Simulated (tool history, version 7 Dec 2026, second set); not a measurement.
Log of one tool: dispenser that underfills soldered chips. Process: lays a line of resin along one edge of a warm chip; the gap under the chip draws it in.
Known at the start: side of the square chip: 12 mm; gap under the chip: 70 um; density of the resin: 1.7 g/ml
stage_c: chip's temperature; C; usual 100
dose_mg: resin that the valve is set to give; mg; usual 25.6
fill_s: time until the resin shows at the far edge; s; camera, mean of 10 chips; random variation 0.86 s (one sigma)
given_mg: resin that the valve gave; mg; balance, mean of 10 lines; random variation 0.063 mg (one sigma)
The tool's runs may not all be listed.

run 1 day=0.000 | stage_c=100 dose_mg=25.6 | fill_s=98.1 given_mg=24.89
-- day=0.288 new syringe of resin
run 2 day=0.304 | stage_c=100 dose_mg=25.6 | fill_s=82.1 given_mg=24.88
run 3 day=0.646 | stage_c=100 dose_mg=25.6 | fill_s=111.1 given_mg=24.79
-- day=0.800 new syringe of resin
run 4 day=1.117 | stage_c=100 dose_mg=25.6 | fill_s=104.1 given_mg=24.74
-- day=1.304 new syringe of resin
run 5 day=1.538 | stage_c=100 dose_mg=25.6 | fill_s=97.3 given_mg=24.59
run 6 day=1.792 | stage_c=100 dose_mg=28.6 | fill_s=122.7 given_mg=27.44
-- day=1.833 new syringe of resin
run 7 day=2.012 | stage_c=100 dose_mg=28.6 | fill_s=93.3 given_mg=27.54
-- day=2.346 new syringe of resin
run 8 day=2.475 | stage_c=89 dose_mg=25.6 | fill_s=123.5 given_mg=24.53
run 9 day=2.708 | stage_c=114 dose_mg=25.6 | fill_s=74.5 given_mg=24.43
-- day=2.879 new syringe of resin
run 10 day=3.050 | stage_c=114 dose_mg=25.6 | fill_s=62.0 given_mg=24.34
run 11 day=3.288 | stage_c=114 dose_mg=25.6 | fill_s=77.6 given_mg=24.24
-- day=3.383 new syringe of resin
run 12 day=3.533 | stage_c=114 dose_mg=25.6 | fill_s=59.0 given_mg=24.36
-- day=3.900 new syringe of resin
run 13 day=3.996 | stage_c=114 dose_mg=25.6 | fill_s=59.6 given_mg=24.20
-- day=4.275 dispensing valve cleaned and set on the balance
run 14 day=4.371 | stage_c=114 dose_mg=23.0 | fill_s=83.2 given_mg=22.97
-- day=4.462 new syringe of resin
run 15 day=4.829 | stage_c=114 dose_mg=23.0 | fill_s=76.3 given_mg=22.87
-- day=4.988 new syringe of resin
run 16 day=5.096 | stage_c=114 dose_mg=23.0 | fill_s=58.8 given_mg=22.82
-- day=5.496 new syringe of resin
run 17 day=5.496 | stage_c=114 dose_mg=23.0 | fill_s=54.9 given_mg=22.92
run 18 day=5.696 | stage_c=104 dose_mg=25.8 | fill_s=82.8 given_mg=25.53
-- day=6.012 new syringe of resin
run 19 day=6.021 | stage_c=95 dose_mg=22.9 | fill_s=95.4 given_mg=22.55
run 20 day=6.288 | stage_c=95 dose_mg=22.9 | fill_s=122.8 given_mg=22.49
-- day=6.517 new syringe of resin
run 21 day=6.683 | stage_c=95 dose_mg=23.8 | fill_s=106.5 given_mg=23.29
run 22 day=6.892 | stage_c=95 dose_mg=23.8 | fill_s=131.7 given_mg=23.35
-- day=7.033 new syringe of resin
run 23 day=7.179 | stage_c=88 dose_mg=32.4 | fill_s=125.5 given_mg=31.64
-- day=7.542 new syringe of resin
run 24 day=7.542 | stage_c=88 dose_mg=32.4 | fill_s=106.1 given_mg=31.55
run 25 day=7.888 | stage_c=105 dose_mg=31.6 | fill_s=91.2 given_mg=30.73
-- day=8.054 new syringe of resin
run 26 day=8.254 | stage_c=92 dose_mg=23.6 | fill_s=121.6 given_mg=22.94
-- day=8.583 new syringe of resin
run 27 day=8.654 | stage_c=92 dose_mg=23.6 | fill_s=105.4 given_mg=22.72
-- day=9.092 new syringe of resin
run 28 day=9.121 | stage_c=92 dose_mg=23.6 | fill_s=105.3 given_mg=22.71
run 29 day=9.425 | stage_c=90 dose_mg=33.1 | fill_s=142.4 given_mg=31.69
-- day=9.617 new syringe of resin
run 30 day=9.821 | stage_c=108 dose_mg=26.4 | fill_s=74.2 given_mg=25.32
-- day=10.154 new syringe of resin
run 31 day=10.271 | stage_c=108 dose_mg=26.4 | fill_s=69.2 given_mg=25.25
-- day=10.658 new syringe of resin
run 32 day=10.667 | stage_c=97 dose_mg=22.9 | fill_s=86.9 given_mg=21.77
run 33 day=11.112 | stage_c=108 dose_mg=25.6 | fill_s=94.7 given_mg=24.16
-- day=11.183 new syringe of resin
run 34 day=11.417 | stage_c=115 dose_mg=26.8 | fill_s=63.8 given_mg=25.36

Forecast each of these 5 alternatives for the next run:
-- day=11.712 new syringe of resin
run A day=11.875 | stage_c=112 dose_mg=24.0 | fill_s=? given_mg=?
-- day=11.712 new syringe of resin
run B day=11.875 | stage_c=100 dose_mg=26.8 | fill_s=? given_mg=?
-- day=11.712 new syringe of resin
run C day=11.875 | stage_c=92 dose_mg=31.8 | fill_s=? given_mg=?
-- day=11.712 new syringe of resin
run D day=11.875 | stage_c=110 dose_mg=29.7 | fill_s=? given_mg=?
-- day=11.712 new syringe of resin
run E day=11.875 | stage_c=89 dose_mg=33.2 | fill_s=? given_mg=?

run=A fill_s=66.8 given_mg=22.55
run=B fill_s=92.2 given_mg=25.13
run=C fill_s=111.3 given_mg=29.90
run=D fill_s=66.9 given_mg=27.95
run=E fill_s=125.1 given_mg=31.19
Without the tool's hidden state the same runs would have given:
run=A fill_s=58.2 given_mg=23.94
run=B fill_s=81.0 given_mg=26.68
run=C fill_s=98.5 given_mg=31.74
run=D fill_s=58.9 given_mg=29.67
run=E fill_s=110.9 given_mg=33.11
